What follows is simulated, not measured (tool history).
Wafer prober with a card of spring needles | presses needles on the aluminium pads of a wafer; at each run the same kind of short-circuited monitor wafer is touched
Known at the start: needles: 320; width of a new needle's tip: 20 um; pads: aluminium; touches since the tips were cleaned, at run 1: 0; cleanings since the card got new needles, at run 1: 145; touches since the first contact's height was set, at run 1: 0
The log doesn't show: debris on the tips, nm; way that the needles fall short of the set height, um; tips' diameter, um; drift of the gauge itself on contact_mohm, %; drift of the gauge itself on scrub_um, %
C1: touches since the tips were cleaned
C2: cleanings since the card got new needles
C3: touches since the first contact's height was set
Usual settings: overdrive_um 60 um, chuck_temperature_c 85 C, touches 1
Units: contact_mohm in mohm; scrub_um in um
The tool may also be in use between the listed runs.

Run 1, hour 0: usual settings; C1 0; C2 145; C3 0. Result: contact_mohm 209 mohm, scrub_um 15.13 um.
At hour 14.9: tips cleaned on abrasive film.
At hour 29.8: tips cleaned on abrasive film.
At hour 41.8: tips cleaned on abrasive film.
At hour 56.7: tips cleaned on abrasive film.
At hour 69.6: tips cleaned on abrasive film.
Run 2, hour 69.6: usual settings but touches 2; C1 0; C2 150; C3 32308. Result: contact_mohm 204 mohm, scrub_um 15.08 um.
At hour 84.5: tips cleaned on abrasive film.
At hour 99.4: tips cleaned on abrasive film.
At hour 111.3: tips cleaned on abrasive film.
At hour 126.2: tips cleaned on abrasive film.
At hour 138.7: tips cleaned on abrasive film.
Run 3, hour 138.7: usual settings but touches 2; C1 0; C2 155; C3 64420. Result: contact_mohm 209 mohm, scrub_um 15.06 um.
At hour 153.6: tips cleaned on abrasive film.
At hour 168.5: tips cleaned on abrasive film.
At hour 183.4: tips cleaned on abrasive film.
At hour 195.4: tips cleaned on abrasive film.
Run 4, hour 205.8: usual settings but touches 2; C1 4888; C2 159; C3 95632. Result: contact_mohm 212 mohm, scrub_um 15.06 um.
At hour 208.9: tips cleaned on abrasive film.
At hour 223.8: tips cleaned on abrasive film.
At hour 238.7: tips cleaned on abrasive film.
At hour 253.6: tips cleaned on abrasive film.
At hour 268.5: tips cleaned on abrasive film.
Run 5, hour 269.8: usual settings but touches 2; C1 595; C2 164; C3 125326. Result: contact_mohm 208 mohm, scrub_um 15.05 um.
At hour 281.7: tips cleaned on abrasive film.
At hour 293.7: tips cleaned on abrasive film.
At hour 308.6: tips cleaned on abrasive film.
At hour 323.5: tips cleaned on abrasive film.
At hour 335.5: tips cleaned on abrasive film.
At hour 350.4: tips cleaned on abrasive film.
At hour 365.3: tips cleaned on abrasive film.
Run 6, hour 365.5: usual settings but chuck_temperature_c 80 C; C1 124; C2 171; C3 169790. Result: contact_mohm 205 mohm, scrub_um 15.01 um.
At hour 377.5: tips cleaned on abrasive film.
At hour 389.4: tips cleaned on abrasive film.
At hour 401.4: tips cleaned on abrasive film.
At hour 404.6: height of the first contact set anew.
At hour 413.6: tips cleaned on abrasive film.
At hour 428.5: tips cleaned on abrasive film.
Run 7, hour 433.3: usual settings but chuck_temperature_c 88 C; C1 2238; C2 176; C3 13323. Result: contact_mohm 206 mohm, scrub_um 15.06 um.
At hour 442.3: tips cleaned on abrasive film.
At hour 457.2: tips cleaned on abrasive film.
At hour 472.1: tips cleaned on abrasive film.
At hour 487: tips cleaned on abrasive film.
At hour 499: tips cleaned on abrasive film.
Run 8, hour 500.2: usual settings; C1 589; C2 181; C3 44396. Result: contact_mohm 205 mohm, scrub_um 15.1 um.
At hour 512.2: tips cleaned on abrasive film.
At hour 524.1: tips cleaned on abrasive film.
At hour 539: tips cleaned on abrasive film.
Run 9, hour 550.7: usual settings; C1 5434; C2 184; C3 67844. Result: contact_mohm 205 mohm, scrub_um 14.97 um.
At hour 553.7: tips cleaned on abrasive film.
At hour 568.6: tips cleaned on abrasive film.
At hour 580.6: tips cleaned on abrasive film.
At hour 595.5: tips cleaned on abrasive film.
At hour 607.4: tips cleaned on abrasive film.
Run 10, hour 608.2: usual settings; C1 350; C2 189; C3 94521. Result: contact_mohm 210 mohm, scrub_um 15.03 um.
At hour 620.1: tips cleaned on abrasive film.
At hour 635: tips cleaned on abrasive film.
At hour 649.9: tips cleaned on abrasive film.
At hour 661.9: tips cleaned on abrasive film.
At hour 673.8: tips cleaned on abrasive film.
Run 11, hour 674.8: usual settings but touches 3; C1 457; C2 194; C3 125460. Result: contact_mohm 210 mohm, scrub_um 14.94 um.
At hour 686.8: tips cleaned on abrasive film.
At hour 701.7: tips cleaned on abrasive film.
At hour 713.7: card fitted with new needles.
At hour 728.6: tips cleaned on abrasive film.
At hour 743.5: tips cleaned on abrasive film.
Run 12, hour 754.4: usual settings but overdrive_um 67 um; C1 5084; C2 2; C3 18940. Result: contact_mohm 208 mohm, scrub_um 16.74 um.
At hour 757.4: tips cleaned on abrasive film.
At hour 772.3: tips cleaned on abrasive film.
At hour 787.2: tips cleaned on abrasive film.
At hour 802.2: tips cleaned on abrasive film.
Run 13, hour 806.1: usual settings but overdrive_um 67 um; C1 1832; C2 6; C3 42943. Result: contact_mohm 210 mohm, scrub_um 16.69 um.
At hour 815.1: tips cleaned on abrasive film.
At hour 827: tips cleaned on abrasive film.
At hour 841.9: tips cleaned on abrasive film.
At hour 856.8: tips cleaned on abrasive film.
At hour 871.7: tips cleaned on abrasive film.
At hour 886.6: tips cleaned on abrasive film.
At hour 898.6: tips cleaned on abrasive film.
Run 14, hour 905.6: usual settings but overdrive_um 61 um, chuck_temperature_c 39 C; C1 3264; C2 13; C3 89163. Result: contact_mohm 196 mohm, scrub_um 15.16 um.
At hour 911.6: tips cleaned on abrasive film.
At hour 923.5: tips cleaned on abrasive film.
At hour 935.5: tips cleaned on abrasive film.
At hour 950.4: tips cleaned on abrasive film.
At hour 965.3: tips cleaned on abrasive film.
Run 15, hour 976.5: usual settings but chuck_temperature_c 25 C, touches 2; C1 5252; C2 18; C3 122128. Result: contact_mohm 194 mohm, scrub_um 14.98 um.
At hour 979.6: tips cleaned on abrasive film.
At hour 991.5: tips cleaned on abrasive film.
At hour 1006.4: tips cleaned on abrasive film.
At hour 1021.4: tips cleaned on abrasive film.
Run 16, hour 1024.8: usual settings but overdrive_um 46 um, chuck_temperature_c 100 C, touches 2; C1 1601; C2 22; C3 144513. Result: contact_mohm 216 mohm, scrub_um 11.42 um.
At hour 1033.8: tips cleaned on abrasive film.
At hour 1048.7: tips cleaned on abrasive film.
At hour 1063.6: tips cleaned on abrasive film.
At hour 1075.5: tips cleaned on abrasive film.
Run 17, hour 1081: usual settings but overdrive_um 42 um, chuck_temperature_c 66 C, touches 2; C1 2541; C2 26; C3 170607. Result: contact_mohm 205 mohm, scrub_um 10.39 um.
At hour 1089.9: tips cleaned on abrasive film.
At hour 1104.8: tips cleaned on abrasive film.
At hour 1116.8: tips cleaned on abrasive film.
At hour 1120.1: height of the first contact set anew.
At hour 1129: tips cleaned on abrasive film.
Run 18, hour 1130.1: usual settings but overdrive_um 43 um, touches 3; C1 472; C2 30; C3 4630. Result: contact_mohm 216 mohm, scrub_um 10.73 um.
At hour 1142: tips cleaned on abrasive film.
At hour 1153.9: tips cleaned on abrasive film.
At hour 1165.9: tips cleaned on abrasive film.
Run 19, hour 1175: usual settings but overdrive_um 53 um, chuck_temperature_c 76 C, touches 2; C1 4252; C2 33; C3 25511. Result: contact_mohm 209 mohm, scrub_um 13.16 um.
At hour 1178.1: tips cleaned on abrasive film.
At hour 1193: tips cleaned on abrasive film.
At hour 1204.9: tips cleaned on abrasive film.
At hour 1219.8: tips cleaned on abrasive film.
At hour 1234.7: tips cleaned on abrasive film.
At hour 1249.7: tips cleaned on abrasive film.
At hour 1264.6: tips cleaned on abrasive film.
Run 20, hour 1267.5: usual settings but overdrive_um 56 um, chuck_temperature_c 29 C, touches 3; C1 1364; C2 40; C3 68454. Result: contact_mohm 195 mohm, scrub_um 13.91 um.

Forecast each of these 5 alternatives for the next run:
At hour 1279.4: tips cleaned on abrasive film.
At hour 1294.3: tips cleaned on abrasive film.
At hour 1309.2: tips cleaned on abrasive film.
At hour 1321.2: tips cleaned on abrasive film.
Run A, hour 1321.2: usual settings but overdrive_um 73 um, chuck_temperature_c 52 C, touches 2; C1 26; C2 44; C3 93422. Result: contact_mohm ?, scrub_um ?.
At hour 1279.4: tips cleaned on abrasive film.
At hour 1294.3: tips cleaned on abrasive film.
At hour 1309.2: tips cleaned on abrasive film.
At hour 1321.2: tips cleaned on abrasive film.
Run B, hour 1321.2: usual settings but overdrive_um 62 um, chuck_temperature_c 35 C, touches 2; C1 26; C2 44; C3 93422. Result: contact_mohm ?, scrub_um ?.
At hour 1279.4: tips cleaned on abrasive film.
At hour 1294.3: tips cleaned on abrasive film.
At hour 1309.2: tips cleaned on abrasive film.
At hour 1321.2: tips cleaned on abrasive film.
Run C, hour 1321.2: usual settings but overdrive_um 53 um, chuck_temperature_c 29 C, touches 3; C1 26; C2 44; C3 93422. Result: contact_mohm ?, scrub_um ?.
At hour 1279.4: tips cleaned on abrasive film.
At hour 1294.3: tips cleaned on abrasive film.
At hour 1309.2: tips cleaned on abrasive film.
At hour 1321.2: tips cleaned on abrasive film.
Run D, hour 1321.2: usual settings but overdrive_um 57 um, chuck_temperature_c 60 C; C1 26; C2 44; C3 93422. Result: contact_mohm ?, scrub_um ?.
At hour 1279.4: tips cleaned on abrasive film.
At hour 1294.3: tips cleaned on abrasive film.
At hour 1309.2: tips cleaned on abrasive film.
At hour 1321.2: tips cleaned on abrasive film.
Run E, hour 1321.2: usual settings but overdrive_um 56 um, chuck_temperature_c 121 C, touches 3; C1 26; C2 44; C3 93422. Result: contact_mohm ?, scrub_um ?.

run  contact_mohm  scrub_um
  A           200     18.15
  B           197     15.39
  C           196     13.12
  D           201     14.15
  E           215     13.93
Without the tool's hidden state the same runs would have given:
run  contact_mohm  scrub_um
  A           200     18.44
  B           197     15.63
  C           196     13.33
  D           201     14.37
  E           215     14.15

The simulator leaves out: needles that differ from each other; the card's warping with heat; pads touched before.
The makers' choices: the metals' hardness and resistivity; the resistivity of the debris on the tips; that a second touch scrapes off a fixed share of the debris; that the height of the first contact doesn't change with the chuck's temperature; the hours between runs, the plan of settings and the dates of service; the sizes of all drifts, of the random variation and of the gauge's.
